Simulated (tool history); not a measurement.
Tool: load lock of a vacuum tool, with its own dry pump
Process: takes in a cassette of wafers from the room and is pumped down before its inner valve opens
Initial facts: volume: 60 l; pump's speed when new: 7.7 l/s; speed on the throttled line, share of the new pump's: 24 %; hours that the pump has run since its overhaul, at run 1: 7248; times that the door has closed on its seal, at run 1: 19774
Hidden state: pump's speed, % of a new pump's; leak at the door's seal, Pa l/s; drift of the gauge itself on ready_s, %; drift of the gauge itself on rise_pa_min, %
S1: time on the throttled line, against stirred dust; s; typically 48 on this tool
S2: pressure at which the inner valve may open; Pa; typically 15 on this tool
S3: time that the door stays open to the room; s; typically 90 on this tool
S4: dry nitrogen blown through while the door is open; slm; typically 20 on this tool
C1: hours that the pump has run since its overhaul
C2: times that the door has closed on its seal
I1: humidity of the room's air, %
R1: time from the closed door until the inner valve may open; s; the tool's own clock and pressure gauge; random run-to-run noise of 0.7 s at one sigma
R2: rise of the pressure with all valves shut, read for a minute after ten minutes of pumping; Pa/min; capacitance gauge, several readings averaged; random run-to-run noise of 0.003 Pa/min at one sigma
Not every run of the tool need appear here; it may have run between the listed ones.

run,day,S1,S2,S3,S4,C1,C2,I1,R1,R2
1,0,48,15,90,20,7248,19774,43.2,116.5,0.243
2,14.167,48,15,90,20,7588,20304,42.8,115.8,0.266
3,24.533,48,15,90,14,7837,20692,43.9,117.2,0.283
4,41.021,48,15,90,14,8233,21309,43.6,116.5,0.289
5,52.854,48,15,90,20,8517,21751,44.7,116.7,0.292
6,67.654,48,12,90,20,8872,22305,45.2,120.7,0.292
7,76.933,48,12,90,20,9095,22652,47.3,120.7,0.309
8,92.279,48,15,90,20,9463,23227,46.4,117.7,0.309
9,100.275,48,15,90,20,9655,23526,45.4,119.4,0.327
10,117.025,48,15,90,20,10057,24153,45.5,118.4,0.335
11,124.979,48,15,90,20,10248,24450,44.5,121.2,0.332
12,138.329,48,15,90,20,10568,24950,43.3,121.7,0.337
# day 143.008: dry pump taken out, an overhauled one fitted
13,154.208,48,15,90,20,269,25535,44.8,104.7,0.336
14,167.525,48,15,203,20,588,26033,47.6,106.2,0.401
15,175.083,48,15,34,20,770,26316,44,105.8,0.33
16,188.375,48,15,34,20,1089,26813,46.9,106.1,0.351
17,196.679,48,15,90,20,1288,27124,45.3,107,0.386
18,205.479,48,15,90,20,1499,27453,43.5,106.1,0.39
19,219.875,48,15,90,20,1845,27992,44.2,107.2,0.387
20,231.346,52,10,90,9,2120,28421,44.8,111.9,0.424
21,238.342,48,23,27,20,2288,28683,42.5,103.4,0.373
22,249.796,48,23,27,11,2563,29112,41.4,104.5,0.393
23,265.862,48,23,27,11,2949,29713,45.9,103.9,0.424
24,280.1,74,23,227,17,3290,30246,41.4,125.6,0.482
# day 292.058: door's seal changed, seat wiped
25,295.083,39,15,90,4,3648,113,48.3,102.1,0.092
26,311.238,91,23,90,4,4036,717,46,137.1,0.088
27,321.65,48,13,170,20,4286,1107,45.5,112.5,0.082
28,334.017,48,13,170,20,4583,1570,46.6,111.1,0.084
29,342.921,88,17,113,5,4796,1903,45.5,138.1,0.099
30,354.662,88,17,113,5,5078,2342,43.5,140,0.105
31,363.592,31,15,81,20,5293,2676,44.3,99.4,0.058
32,372.638,31,15,81,20,5510,3015,44.2,98.5,0.063
33,380.95,31,15,81,20,5709,3326,42.3,99,0.06
34,388.404,43,27,118,20,5888,3605,49.2,101.8,0.087
35,402.35,76,27,193,10,6223,4127,48.7,127.4,0.136
36,415.179,76,27,193,10,6531,4607,46.4,129.3,0.138

Below are 3 alternative next runs, each starting from the tool's condition after run 36. Predict each:
A,425.421,27,28,71,10,6776,4990,44.9,?,?
B,425.421,48,15,26,7,6776,4990,45.7,?,?
C,425.421,69,12,45,10,6776,4990,45.6,?,?

run,R1,R2
A,93.3,0.085
B,114,0.059
C,131.6,0.074
Stripped of hidden state, with their random variation kept, the same runs would have yielded:
run,R1,R2
A,85.5,0.058
B,106.1,0.032
C,124.3,0.047

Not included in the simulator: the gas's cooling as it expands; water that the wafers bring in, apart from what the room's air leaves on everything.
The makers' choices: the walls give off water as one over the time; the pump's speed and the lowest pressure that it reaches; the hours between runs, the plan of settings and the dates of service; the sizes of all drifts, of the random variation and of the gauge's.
